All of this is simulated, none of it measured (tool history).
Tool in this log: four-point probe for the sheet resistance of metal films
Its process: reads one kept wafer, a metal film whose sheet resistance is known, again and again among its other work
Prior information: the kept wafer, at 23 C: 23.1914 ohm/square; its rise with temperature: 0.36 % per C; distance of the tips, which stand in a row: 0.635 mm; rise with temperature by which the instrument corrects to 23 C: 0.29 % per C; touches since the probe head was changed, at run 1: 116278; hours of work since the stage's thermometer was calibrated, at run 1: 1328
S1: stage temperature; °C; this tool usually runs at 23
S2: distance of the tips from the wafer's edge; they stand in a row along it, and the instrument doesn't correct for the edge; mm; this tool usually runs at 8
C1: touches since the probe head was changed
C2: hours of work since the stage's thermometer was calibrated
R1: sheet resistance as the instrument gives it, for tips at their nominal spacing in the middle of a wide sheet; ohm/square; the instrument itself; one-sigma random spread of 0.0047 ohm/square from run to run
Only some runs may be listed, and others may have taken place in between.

run    hour  S1  S2      C1    C2         R1
  1       0  23   8  116278  1328  23.548968
       61.1  -- stage's thermometer calibrated
  2    61.1  23   8  119556     0  23.524121
  3   126.9  23   8  123115    44   23.53465
  4   195.6  23   8  126829    90  23.541245
  5     294  23   8  132151   156   23.54248
  6   406.6  23   8  138243   232  23.564496
  7   511.9  23   8  143940   302  23.570012
  8   568.7  19   8  147010   340  23.495842
  9   675.9  19   8  152810   412   23.51745
 10   771.9  19   8  158004   477  23.528968
 11   875.2  19   8  163591   546  23.529366
 12   937.1  34   7  166937   588  23.817222
 13  1055.7  25   8  173353   667  23.646318
 14  1177.1  26  13  179919   748   23.62772
 15  1264.5  28  13  184646   807  23.669766

Consider 4 possible next runs. They are alternatives, not a sequence: every one starts from the tool as it was left by run 15. What does each give?
  A  1377.1  33  34  190736  883   ?
  B  1377.1  28  27  190736  883   ?
  C  1377.1  20  43  190736  883   ?
  D  1377.1  28   8  190736  883   ?

run         R1
  A  23.731439
  B  23.653936
  C  23.512018
  D  23.732082
Stripped of hidden state, with their random variation kept, the same runs would have yielded:
run         R1
  A  23.357946
  B  23.281383
  C  23.141225
  D  23.358384
